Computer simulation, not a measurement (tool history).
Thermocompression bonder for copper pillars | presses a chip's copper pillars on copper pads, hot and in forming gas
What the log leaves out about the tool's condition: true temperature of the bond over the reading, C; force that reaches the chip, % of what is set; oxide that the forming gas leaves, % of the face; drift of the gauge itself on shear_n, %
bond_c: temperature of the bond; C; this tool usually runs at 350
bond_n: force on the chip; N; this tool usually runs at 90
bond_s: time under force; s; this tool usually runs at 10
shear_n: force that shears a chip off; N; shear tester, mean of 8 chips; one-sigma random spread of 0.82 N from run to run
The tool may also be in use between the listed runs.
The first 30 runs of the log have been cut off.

run	hour	bond_c	bond_n	bond_s	hours of work since the heater was calibrated	hours of work since the force cell was calibrated	hours of work since the gas filter was changed	shear_n
31	325.2	375	90	15	454	119	62	80.4
32	337.2	349	89	12	461	126	69	67
33	348.6	368	73	27	467	133	75	76
34	355.7	342	86	22	471	137	79	74
35	363.7	350	77	6	476	141	84	47.3
36	377.3	350	77	6	484	149	92	48.8
37	391	357	56	20	491	157	99	55.3
38	400.6	365	66	24	497	162	105	71.1
39	408.3	365	78	6	501	167	109	52.8

5 ways to go on from here, each from the tool as it stands after run 39. What would each give?
A	417.7	350	134	10	507	172	115	?
B	417.7	326	78	6	507	172	115	?
C	417.7	350	90	13	507	172	115	?
D	417.7	350	90	13	507	172	115	?
E	417.7	350	63	10	507	172	115	?

run	shear_n
A	79.9
B	41
C	67.1
D	69.2
E	47.5
Take away the tool's hidden state, keep each run's random variation, and the runs would have read:
run	shear_n
A	82
B	41.7
C	68.8
D	70.8
E	48.5
